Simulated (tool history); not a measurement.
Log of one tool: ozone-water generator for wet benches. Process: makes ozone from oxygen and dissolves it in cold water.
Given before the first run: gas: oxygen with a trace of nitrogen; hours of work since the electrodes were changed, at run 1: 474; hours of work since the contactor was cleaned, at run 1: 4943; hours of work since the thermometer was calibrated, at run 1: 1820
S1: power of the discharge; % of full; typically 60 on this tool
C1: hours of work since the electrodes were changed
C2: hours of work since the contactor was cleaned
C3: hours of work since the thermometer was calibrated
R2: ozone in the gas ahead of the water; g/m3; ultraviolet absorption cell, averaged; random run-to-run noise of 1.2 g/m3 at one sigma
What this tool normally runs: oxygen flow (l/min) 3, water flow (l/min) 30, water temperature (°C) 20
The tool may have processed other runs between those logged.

{"run": 1, "hour": 0.0, "S1": 60, "oxygen flow (l/min)": 3, "water flow (l/min)": 30, "water temperature (°C)": 20, "C1": 474, "C2": 4943, "C3": 1820, "dissolved ozone (ppm)": 12.5, "R2": 221.3}
{"run": 2, "hour": 35.9, "S1": 60, "oxygen flow (l/min)": 3, "water flow (l/min)": 30, "water temperature (°C)": 19, "C1": 501, "C2": 4971, "C3": 1847, "dissolved ozone (ppm)": 12.8, "R2": 220.8}
{"run": 3, "hour": 80.3, "S1": 60, "oxygen flow (l/min)": 3, "water flow (l/min)": 30, "water temperature (°C)": 19, "C1": 534, "C2": 5004, "C3": 1880, "dissolved ozone (ppm)": 12.5, "R2": 220.3}
{"run": 4, "hour": 126.8, "S1": 60, "oxygen flow (l/min)": 3, "water flow (l/min)": 20, "water temperature (°C)": 20, "C1": 569, "C2": 5039, "C3": 1915, "dissolved ozone (ppm)": 17.7, "R2": 220.2}
{"run": 5, "hour": 158.1, "S1": 60, "oxygen flow (l/min)": 3, "water flow (l/min)": 30, "water temperature (°C)": 20, "C1": 593, "C2": 5063, "C3": 1939, "dissolved ozone (ppm)": 12.7, "R2": 221.5}
{"run": 6, "hour": 197.3, "S1": 60, "oxygen flow (l/min)": 3, "water flow (l/min)": 30, "water temperature (°C)": 20, "C1": 623, "C2": 5092, "C3": 1969, "dissolved ozone (ppm)": 12.8, "R2": 220.4}
{"run": 7, "hour": 232.9, "S1": 60, "oxygen flow (l/min)": 3, "water flow (l/min)": 30, "water temperature (°C)": 16, "C1": 649, "C2": 5119, "C3": 1995, "dissolved ozone (ppm)": 13.1, "R2": 221}
{"run": 8, "hour": 265.3, "S1": 60, "oxygen flow (l/min)": 3, "water flow (l/min)": 30, "water temperature (°C)": 20, "C1": 674, "C2": 5144, "C3": 2020, "dissolved ozone (ppm)": 12.6, "R2": 222.1}
{"run": 9, "hour": 291.9, "S1": 60, "oxygen flow (l/min)": 3, "water flow (l/min)": 30, "water temperature (°C)": 20, "C1": 694, "C2": 5164, "C3": 2040, "dissolved ozone (ppm)": 12.6, "R2": 222.9}
{"hour": 295.1, "done": "water thermometer calibrated"}
{"run": 10, "hour": 319.5, "S1": 60, "oxygen flow (l/min)": 3, "water flow (l/min)": 30, "water temperature (°C)": 20, "C1": 714, "C2": 5184, "C3": 18, "dissolved ozone (ppm)": 12.5, "R2": 219.9}
{"run": 11, "hour": 362.9, "S1": 60, "oxygen flow (l/min)": 3, "water flow (l/min)": 30, "water temperature (°C)": 20, "C1": 747, "C2": 5217, "C3": 51, "dissolved ozone (ppm)": 12.5, "R2": 219.8}
{"run": 12, "hour": 403.3, "S1": 60, "oxygen flow (l/min)": 3, "water flow (l/min)": 30, "water temperature (°C)": 20, "C1": 778, "C2": 5247, "C3": 82, "dissolved ozone (ppm)": 12.5, "R2": 221.6}
{"run": 13, "hour": 442.5, "S1": 60, "oxygen flow (l/min)": 3, "water flow (l/min)": 30, "water temperature (°C)": 20, "C1": 807, "C2": 5277, "C3": 111, "dissolved ozone (ppm)": 12.3, "R2": 218.9}
{"hour": 459.1, "done": "water thermometer calibrated, once more"}
{"run": 14, "hour": 477.2, "S1": 60, "oxygen flow (l/min)": 3, "water flow (l/min)": 30, "water temperature (°C)": 20, "C1": 833, "C2": 5303, "C3": 14, "dissolved ozone (ppm)": 12.7, "R2": 221.2}
{"run": 15, "hour": 524.8, "S1": 60, "oxygen flow (l/min)": 3.93, "water flow (l/min)": 26, "water temperature (°C)": 20, "C1": 869, "C2": 5339, "C3": 50, "dissolved ozone (ppm)": 14.7, "R2": 187.5}
{"run": 16, "hour": 569.2, "S1": 62, "oxygen flow (l/min)": 5.26, "water flow (l/min)": 32, "water temperature (°C)": 17, "C1": 903, "C2": 5372, "C3": 83, "dissolved ozone (ppm)": 13.4, "R2": 164.1}
{"run": 17, "hour": 596.2, "S1": 74, "oxygen flow (l/min)": 1.59, "water flow (l/min)": 33, "water temperature (°C)": 20, "C1": 923, "C2": 5393, "C3": 104, "dissolved ozone (ppm)": 11.5, "R2": 366.4}
{"run": 18, "hour": 633.6, "S1": 58, "oxygen flow (l/min)": 3.63, "water flow (l/min)": 22, "water temperature (°C)": 21, "C1": 951, "C2": 5421, "C3": 132, "dissolved ozone (ppm)": 16.2, "R2": 193}
{"run": 19, "hour": 657.2, "S1": 58, "oxygen flow (l/min)": 3.63, "water flow (l/min)": 22, "water temperature (°C)": 21, "C1": 969, "C2": 5439, "C3": 150, "dissolved ozone (ppm)": 16.2, "R2": 192.7}
{"run": 20, "hour": 680.8, "S1": 66, "oxygen flow (l/min)": 4.97, "water flow (l/min)": 23, "water temperature (°C)": 19, "C1": 987, "C2": 5457, "C3": 167, "dissolved ozone (ppm)": 17.7, "R2": 177.2}
{"run": 21, "hour": 720.8, "S1": 82, "oxygen flow (l/min)": 2.45, "water flow (l/min)": 35, "water temperature (°C)": 14, "C1": 1017, "C2": 5487, "C3": 198, "dissolved ozone (ppm)": 13.4, "R2": 306.9}
{"run": 22, "hour": 760.2, "S1": 82, "oxygen flow (l/min)": 2.45, "water flow (l/min)": 35, "water temperature (°C)": 14, "C1": 1047, "C2": 5517, "C3": 227, "dissolved ozone (ppm)": 13.3, "R2": 305.4}
{"run": 23, "hour": 803.0, "S1": 54, "oxygen flow (l/min)": 2.4, "water flow (l/min)": 30, "water temperature (°C)": 21, "C1": 1079, "C2": 5549, "C3": 260, "dissolved ozone (ppm)": 11, "R2": 228.7}
{"run": 24, "hour": 831.0, "S1": 87, "oxygen flow (l/min)": 1.78, "water flow (l/min)": 30, "water temperature (°C)": 20, "C1": 1100, "C2": 5570, "C3": 281, "dissolved ozone (ppm)": 14.4, "R2": 385.8}
{"run": 25, "hour": 856.0, "S1": 87, "oxygen flow (l/min)": 1.78, "water flow (l/min)": 30, "water temperature (°C)": 20, "C1": 1119, "C2": 5589, "C3": 300, "dissolved ozone (ppm)": 14.5, "R2": 383.2}
{"run": 26, "hour": 897.6, "S1": 72, "oxygen flow (l/min)": 3.99, "water flow (l/min)": 41, "water temperature (°C)": 16, "C1": 1150, "C2": 5620, "C3": 331, "dissolved ozone (ppm)": 11.4, "R2": 211.4}
{"run": 27, "hour": 932.9, "S1": 72, "oxygen flow (l/min)": 3.99, "water flow (l/min)": 41, "water temperature (°C)": 16, "C1": 1177, "C2": 5647, "C3": 358, "dissolved ozone (ppm)": 11.4, "R2": 211.5}

What if the next run were any one of these 4? Each begins from the tool's condition after run 27:
{"run": "A", "hour": 961.1, "S1": 54, "oxygen flow (l/min)": 3, "water flow (l/min)": 33, "water temperature (°C)": 20, "C1": 1198, "C2": 5668, "C3": 379, "dissolved ozone (ppm)": "?", "R2": "?"}
{"run": "B", "hour": 961.1, "S1": 54, "oxygen flow (l/min)": 3.99, "water flow (l/min)": 41, "water temperature (°C)": 15, "C1": 1198, "C2": 5668, "C3": 379, "dissolved ozone (ppm)": "?", "R2": "?"}
{"run": "C", "hour": 961.1, "S1": 54, "oxygen flow (l/min)": 3, "water flow (l/min)": 27, "water temperature (°C)": 20, "C1": 1198, "C2": 5668, "C3": 379, "dissolved ozone (ppm)": "?", "R2": "?"}
{"run": "D", "hour": 961.1, "S1": 72, "oxygen flow (l/min)": 5.38, "water flow (l/min)": 18, "water temperature (°C)": 18, "C1": 1198, "C2": 5668, "C3": 379, "dissolved ozone (ppm)": "?", "R2": "?"}

run=A dissolved_ozone_(ppm)=10.7 R2=201.3
run=B dissolved_ozone_(ppm)=9.3 R2=173.1
run=C dissolved_ozone_(ppm)=12.7 R2=203
run=D dissolved_ozone_(ppm)=22.5 R2=177.4
What these runs would have given with no unlogged condition in the tool:
run=A dissolved_ozone_(ppm)=11.4 R2=205.8
run=B dissolved_ozone_(ppm)=10 R2=176.9
run=C dissolved_ozone_(ppm)=13.6 R2=207.5
run=D dissolved_ozone_(ppm)=24 R2=182.4
